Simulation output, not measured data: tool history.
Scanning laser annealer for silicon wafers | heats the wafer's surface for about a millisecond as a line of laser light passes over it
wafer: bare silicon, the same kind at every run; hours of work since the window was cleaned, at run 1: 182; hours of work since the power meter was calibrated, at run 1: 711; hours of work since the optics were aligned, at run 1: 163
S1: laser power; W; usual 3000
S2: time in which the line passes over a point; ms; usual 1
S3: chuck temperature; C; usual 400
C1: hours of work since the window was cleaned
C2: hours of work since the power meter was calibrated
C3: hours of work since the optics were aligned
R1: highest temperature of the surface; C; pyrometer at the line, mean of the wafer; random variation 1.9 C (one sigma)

run,day,S1,S2,S3,C1,C2,C3,R1
1,0,3000,1,400,182,711,163,1129
2,0.538,3000,1,400,192,721,173,1129
3,1.225,3000,1,400,205,734,186,1127
4,1.825,3000,1,400,217,745,198,1127
5,2.767,3000,1,400,234,763,215,1128
6,3.975,3000,1,400,257,786,238,1129
7,5.175,3000,1,400,280,808,261,1131
8,5.733,3000,1,400,290,819,271,1127
9,6.667,3000,1,378,308,836,289,1107
10,7.854,3000,1,388,330,859,311,1115
11,9.025,3000,1,400,352,881,333,1128
12,10.225,3000,1,400,375,903,356,1127
# day 10.821: window over the wafer cleaned
13,11.512,3000,1,411,13,926,378,1137
14,12.679,3000,1,400,35,948,400,1127
15,13.871,3000,1,400,57,970,423,1128
16,14.775,3000,1,400,74,987,440,1130
17,15.838,3000,1,400,94,1007,460,1125
18,16.625,3000,1,400,109,1022,474,1124
19,17.421,3000,0.79,400,124,1037,489,1041
20,18.429,3000,0.79,400,143,1056,508,1048
21,19.65,3211,0.81,361,166,1079,531,1061
22,20.438,3270,1.05,367,181,1094,546,1180
23,20.942,3000,1,386,190,1103,556,1114
24,21.508,3000,1.17,386,201,1114,566,1173
25,22.429,2558,0.76,391,218,1131,584,931
26,23.521,2558,0.76,391,239,1152,604,929
27,24.225,2558,0.76,391,252,1165,617,928
28,24.829,2558,0.76,391,264,1176,629,929
29,26,2898,0.96,412,286,1198,651,1098
30,27.179,2679,1.14,389,308,1221,673,1085
31,27.717,2816,0.8,434,318,1231,683,1043
32,28.342,3220,1.04,394,330,1242,695,1191
33,29.342,3220,1.04,394,348,1261,714,1191
34,30.467,2882,1,372,370,1282,735,1069
# day 31.338: window over the wafer cleaned
35,31.733,2842,0.8,375,7,1305,757,989
36,32.958,2855,0.87,375,30,1328,780,1018
37,33.546,2855,0.87,375,42,1339,791,1017
38,34.1,3000,0.93,397,52,1349,802,1097
39,35.346,3000,0.93,397,75,1373,825,1099
40,36.358,2959,1.12,390,94,1392,844,1149

3 ways to go on from here, each from the tool as it stands after run 40. What would each give?
# day 37.079: optics aligned, line set to its width
A,37.45,2684,0.93,410,111,1408,7,?
# day 37.079: optics aligned, line set to its width
B,37.45,2747,1,400,111,1408,7,?
# day 37.079: optics aligned, line set to its width
C,37.45,2933,0.97,370,111,1408,7,?

run,R1
A,1036
B,1066
C,1071
Without the tool's hidden state the same runs would have given:
run,R1
A,1036
B,1066
C,1071

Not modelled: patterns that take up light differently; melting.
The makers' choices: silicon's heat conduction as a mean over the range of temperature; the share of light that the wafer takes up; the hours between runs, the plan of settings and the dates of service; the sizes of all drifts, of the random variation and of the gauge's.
